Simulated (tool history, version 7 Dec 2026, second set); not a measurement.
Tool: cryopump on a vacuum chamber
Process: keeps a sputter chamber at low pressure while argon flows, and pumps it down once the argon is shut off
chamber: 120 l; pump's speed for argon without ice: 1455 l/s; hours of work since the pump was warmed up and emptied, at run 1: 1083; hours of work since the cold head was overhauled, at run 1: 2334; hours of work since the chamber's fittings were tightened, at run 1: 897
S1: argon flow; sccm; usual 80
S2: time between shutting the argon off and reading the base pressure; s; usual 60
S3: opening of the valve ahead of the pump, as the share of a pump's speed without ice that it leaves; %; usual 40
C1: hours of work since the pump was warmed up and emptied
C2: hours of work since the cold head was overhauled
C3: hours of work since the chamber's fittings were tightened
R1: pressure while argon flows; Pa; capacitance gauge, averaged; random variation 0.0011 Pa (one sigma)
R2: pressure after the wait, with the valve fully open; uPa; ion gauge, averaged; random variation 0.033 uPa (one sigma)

run,day,S1,S2,S3,C1,C2,C3,R1,R2
1,0,80,60,40,1083,2334,897,0.252,3.21
2,1.812,80,60,40,1121,2372,935,0.2537,3.28
# day 2.658: pump warmed up, emptied and cooled again
3,4.583,80,56,40,40,2426,989,0.2364,3.18
# day 5.804: leaking fittings of the chamber tightened, without venting
4,8.096,80,56,40,112,2498,48,0.2367,2.01
5,10.596,80,60,60,165,2550,100,0.1606,1.95
6,12.283,80,60,40,200,2586,136,0.2389,2.01
7,14.117,80,60,40,238,2624,174,0.2373,2.1
8,15.829,116,60,40,274,2660,210,0.3465,2.19
9,18.621,116,60,40,333,2719,269,0.345,2.26
10,21.858,80,60,16,401,2786,337,0.5853,2.32
11,24.233,80,60,16,450,2836,386,0.5859,2.41
12,27.558,80,60,16,520,2906,456,0.588,2.48
13,31.312,80,60,16,599,2985,535,0.5907,2.73
14,33.308,80,60,40,641,3026,576,0.2439,2.72
15,36.3,80,60,40,703,3089,639,0.2429,2.87
16,37.858,80,60,40,736,3122,672,0.2445,2.99
17,41.179,80,60,40,806,3191,741,0.245,3.08
18,42.888,47,285,47,841,3227,777,0.1246,1.89
19,45.696,32,60,40,900,3286,836,0.0991,3.21
20,47.488,77,133,21,938,3324,874,0.4411,2.48
21,49.396,80,60,43,978,3364,914,0.2329,3.44
22,51.938,80,60,43,1031,3417,967,0.2359,3.51
# day 54.146: leaking fittings of the chamber tightened, without venting
23,55.121,93,60,40,1096,3482,20,0.292,1.87
# day 57.25: pump warmed up, emptied and cooled again
24,58.488,93,50,55,26,3548,87,0.2004,2.34
25,60.588,64,113,17,70,3592,131,0.4422,1.26
26,63.221,120,60,29,125,3647,186,0.4895,2.05
27,65.992,94,198,47,183,3705,244,0.2382,1.07
28,68.721,94,198,47,240,3762,301,0.24,1.22
29,70.371,90,243,17,275,3797,336,0.6243,1.14
30,73.579,44,160,29,342,3864,403,0.1809,1.52
31,75.962,68,160,54,392,3914,453,0.1547,1.58
32,78.004,122,85,26,435,3957,496,0.5603,2.14
33,81.696,122,48,26,512,4034,573,0.562,3.13
34,84.688,130,60,17,575,4097,636,0.9111,2.91

Some steps in R1 between neighbouring runs. How much of each would the tool show without its hidden state too (settings, what came in, random variation), and how much is left for the hidden state, with any gauge scatter that isn't in both results?
The hidden state here: pump's speed, % of a pump's without ice; cold plate's temperature, K; leak into the chamber, uPa l/s; drift of the gauge itself on working_pa, %; drift of the gauge itself on base_upa, %.
Run 2 -> 3: S2 60 -> 56, pump warmed up, emptied and cooled again. R1 -0.0173 Pa: hidden state -0.0168, all else -0.0005.
Run 19 -> 20: S1 32 -> 77, S2 60 -> 133, S3 40 -> 21. R1 +0.342 Pa: hidden state +0.0094, all else +0.3326.
Run 23 -> 24: S2 60 -> 50, S3 40 -> 55, pump warmed up, emptied and cooled again. R1 -0.0916 Pa: hidden state -0.0171, all else -0.0745.
Run 28 -> 29: S1 94 -> 90, S2 198 -> 243, S3 47 -> 17. R1 +0.3843 Pa: hidden state +0.0002, all else +0.3841.
Run 29 -> 30: S1 90 -> 44, S2 243 -> 160, S3 17 -> 29. R1 -0.4434 Pa: hidden state -0.0038, all else -0.4396.
Run 31 -> 32: S1 68 -> 122, S2 160 -> 85, S3 54 -> 26. R1 +0.4056 Pa: hidden state +0.0073, all else +0.3983.
